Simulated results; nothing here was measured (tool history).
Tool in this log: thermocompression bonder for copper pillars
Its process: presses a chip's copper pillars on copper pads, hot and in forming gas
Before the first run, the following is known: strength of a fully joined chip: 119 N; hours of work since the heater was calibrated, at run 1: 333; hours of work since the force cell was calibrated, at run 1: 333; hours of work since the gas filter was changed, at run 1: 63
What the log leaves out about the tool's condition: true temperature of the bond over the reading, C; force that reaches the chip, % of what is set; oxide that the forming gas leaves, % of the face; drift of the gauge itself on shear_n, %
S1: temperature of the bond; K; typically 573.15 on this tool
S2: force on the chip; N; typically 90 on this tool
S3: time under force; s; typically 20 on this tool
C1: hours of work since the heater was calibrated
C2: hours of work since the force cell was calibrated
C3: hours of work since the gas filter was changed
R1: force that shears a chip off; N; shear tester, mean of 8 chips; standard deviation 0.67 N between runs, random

run,hour,S1,S2,S3,C1,C2,C3,R1
1,0.0,573.15,90,20,333,333,63,42.2
2,62.9,573.15,90,20,381,381,111,39.1
3,120.5,573.15,90,20,426,426,156,39.8
4,195.1,573.15,90,20,483,483,213,38.1
5,233.3,573.15,90,20,513,513,242,39.1
# hour 272.4: forming gas filter changed
6,307.9,573.15,90,58,570,570,27,61.2
7,375.4,573.15,90,31,622,622,79,47.0
8,421.2,573.15,90,21,657,657,115,41.0
# hour 429.2: heater calibrated with a thermocouple chip
9,468.9,573.15,90,21,31,692,150,43.8
10,555.1,573.15,90,20,97,758,216,42.2
11,615.7,573.15,58,20,144,805,263,27.2
# hour 626.2: forming gas filter changed
12,677.0,573.15,90,20,190,852,39,44.6
13,764.1,573.15,90,20,257,919,106,43.6
14,834.7,573.15,90,20,312,973,161,42.4
15,874.0,573.15,90,20,342,1004,191,42.8
16,961.2,573.15,90,20,409,1071,258,40.6
# hour 981.0: forming gas filter changed
17,1003.1,573.15,90,20,441,1103,17,42.2
18,1039.4,569.15,90,20,469,1131,45,39.7
19,1083.5,569.15,90,20,503,1164,79,39.8
20,1149.0,573.15,88,20,553,1215,129,40.9
21,1237.4,583.15,115,17,621,1283,197,52.2
# hour 1278.7: force cell calibrated
# hour 1288.9: heater calibrated with a thermocouple chip
22,1304.0,583.15,85,28,12,18,246,50.7
# hour 1339.7: forming gas filter changed
23,1382.0,601.15,132,13,71,78,33,69.3
24,1459.6,601.15,132,13,131,137,92,69.2
25,1527.5,573.15,74,20,183,190,145,34.3
26,1584.5,573.15,74,20,227,234,189,32.8
27,1647.4,602.15,97,20,276,282,237,58.6
# hour 1697.8: forming gas filter changed
28,1721.1,602.15,97,20,332,338,18,63.7
29,1758.0,602.15,97,20,360,367,46,63.5
30,1821.1,602.15,97,20,409,415,95,60.6
31,1883.6,602.15,97,20,457,463,143,59.5
32,1961.0,602.15,97,20,517,523,203,56.9
33,2001.5,551.15,97,35,548,554,234,38.2
# hour 2053.4: forming gas filter changed
34,2065.9,551.15,97,35,597,603,10,41.1
35,2103.7,553.15,92,34,626,633,39,38.0
# hour 2151.4: heater calibrated with a thermocouple chip
36,2193.1,574.15,84,16,32,700,106,39.6
37,2264.2,574.15,84,48,87,755,161,58.9
38,2344.8,574.15,90,12,149,817,223,34.5
39,2406.2,574.15,90,12,196,864,270,32.9
# hour 2413.7: forming gas filter changed
40,2468.3,575.15,103,38,244,911,42,65.5

Consider 3 possible next runs. They are alternatives, not a sequence: every one starts from the tool as it was left by run 40. What does each give?
A,2535.8,551.15,118,38,296,963,94,?
B,2535.8,573.15,71,39,296,963,94,?
C,2535.8,575.15,103,14,296,963,94,?

run,R1
A,53.9
B,46.7
C,43.6
Without the tool's hidden state the same runs would have given:
run,R1
A,54.8
B,47.3
C,44.1

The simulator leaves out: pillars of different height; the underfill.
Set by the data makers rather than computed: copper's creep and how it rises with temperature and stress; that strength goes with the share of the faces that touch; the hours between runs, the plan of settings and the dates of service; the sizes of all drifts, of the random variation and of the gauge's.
